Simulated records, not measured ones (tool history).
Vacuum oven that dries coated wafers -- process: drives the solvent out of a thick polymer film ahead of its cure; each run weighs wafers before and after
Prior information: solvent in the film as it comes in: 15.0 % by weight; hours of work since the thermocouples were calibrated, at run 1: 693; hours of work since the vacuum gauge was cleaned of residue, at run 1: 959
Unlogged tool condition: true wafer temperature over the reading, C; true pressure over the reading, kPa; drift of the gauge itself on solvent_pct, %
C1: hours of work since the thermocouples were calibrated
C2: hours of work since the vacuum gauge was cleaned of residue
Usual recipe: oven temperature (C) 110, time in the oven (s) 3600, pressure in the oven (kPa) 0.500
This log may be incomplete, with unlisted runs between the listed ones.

{"run": 1, "hour": 0.0, "oven temperature (C)": 110, "time in the oven (s)": 3600, "pressure in the oven (kPa)": 0.5, "C1": 693, "C2": 959, "solvent left in the film (%)": 1.63}
{"run": 2, "hour": 27.9, "oven temperature (C)": 110, "time in the oven (s)": 3600, "pressure in the oven (kPa)": 0.5, "C1": 713, "C2": 980, "solvent left in the film (%)": 1.53}
{"run": 3, "hour": 53.0, "oven temperature (C)": 110, "time in the oven (s)": 3600, "pressure in the oven (kPa)": 0.5, "C1": 732, "C2": 998, "solvent left in the film (%)": 1.49}
{"run": 4, "hour": 83.3, "oven temperature (C)": 110, "time in the oven (s)": 3600, "pressure in the oven (kPa)": 0.5, "C1": 754, "C2": 1021, "solvent left in the film (%)": 1.48}
{"run": 5, "hour": 101.8, "oven temperature (C)": 110, "time in the oven (s)": 3600, "pressure in the oven (kPa)": 1.254, "C1": 768, "C2": 1034, "solvent left in the film (%)": 1.76}
{"run": 6, "hour": 129.6, "oven temperature (C)": 122, "time in the oven (s)": 3600, "pressure in the oven (kPa)": 0.5, "C1": 788, "C2": 1055, "solvent left in the film (%)": 0.3}
{"run": 7, "hour": 167.6, "oven temperature (C)": 122, "time in the oven (s)": 3600, "pressure in the oven (kPa)": 0.5, "C1": 816, "C2": 1083, "solvent left in the film (%)": 0.34}
{"run": 8, "hour": 199.3, "oven temperature (C)": 110, "time in the oven (s)": 3600, "pressure in the oven (kPa)": 0.5, "C1": 840, "C2": 1106, "solvent left in the film (%)": 1.4}
{"run": 9, "hour": 234.8, "oven temperature (C)": 110, "time in the oven (s)": 3600, "pressure in the oven (kPa)": 0.5, "C1": 866, "C2": 1132, "solvent left in the film (%)": 1.38}
{"run": 10, "hour": 267.3, "oven temperature (C)": 110, "time in the oven (s)": 3600, "pressure in the oven (kPa)": 0.5, "C1": 890, "C2": 1156, "solvent left in the film (%)": 1.51}
{"run": 11, "hour": 293.3, "oven temperature (C)": 110, "time in the oven (s)": 3600, "pressure in the oven (kPa)": 0.5, "C1": 909, "C2": 1175, "solvent left in the film (%)": 1.46}

Run 12 has not been measured yet. What should we expect?
{"run": 12, "hour": 316.9, "oven temperature (C)": 110, "time in the oven (s)": 3600, "pressure in the oven (kPa)": 0.5, "C1": 926, "C2": 1192, "solvent left in the film (%)": "?"}

solvent left in the film (%): 1.44
Take away the tool's hidden state, keep the run-to-run variation as it was, and the same run would have given solvent left in the film (%) 1.43.
